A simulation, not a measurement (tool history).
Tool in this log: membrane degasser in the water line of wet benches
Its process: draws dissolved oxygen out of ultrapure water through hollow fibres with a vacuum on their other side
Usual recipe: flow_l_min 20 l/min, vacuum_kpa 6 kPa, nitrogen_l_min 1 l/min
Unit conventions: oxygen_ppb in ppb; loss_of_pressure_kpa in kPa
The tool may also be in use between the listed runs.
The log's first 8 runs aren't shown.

run,hour,flow_l_min,vacuum_kpa,nitrogen_l_min,hours since the membrane was changed,hours since the vacuum gauge was calibrated,hours since the vacuum lines were made tight,oxygen_ppb,loss_of_pressure_kpa
9,910,20,6,1,4133,6934,730,126.5,49.82
10,1043.9,20,6,1,4267,7068,864,125,49.96
11,1138.2,20,6,1,4361,7162,958,123,49.66
12,1235.2,20,6,1.81,4458,7259,1055,74.7,49.97
13,1319.7,20,6,2.32,4543,7344,1139,59.3,49.85
14,1465.1,20,6,2.32,4688,7489,1285,57.9,49.44
15,1609.1,20,6,0.67,4832,7633,1429,173.9,49.7
16,1731.2,20,6,0.67,4954,7755,1551,177.3,49.41
# hour 1801.4: vacuum gauge calibrated
17,1853.9,15,6,0.74,5076,53,1673,124.8,37.18
18,1940.4,15,6,0.74,5163,139,1760,126.3,37.32
19,2040.7,15,6,0.74,5263,239,1860,124.8,37.29
20,2157.6,17,13.9,1,5380,356,1977,397.2,41.91
21,2227.5,20,4.53,1,5450,426,2047,61.6,49.45
22,2357.2,21,6.91,1,5580,556,2176,170.9,52.2

What will run 23 give?
23,2480.8,31,6,2.64,5703,679,2300,?,?

Logged for run 23: oxygen_ppb 93.7 ppb, loss_of_pressure_kpa 76.5 kPa.
Without the tool's hidden state the same run would have given oxygen_ppb 93.7 ppb, loss_of_pressure_kpa 77.65 kPa.
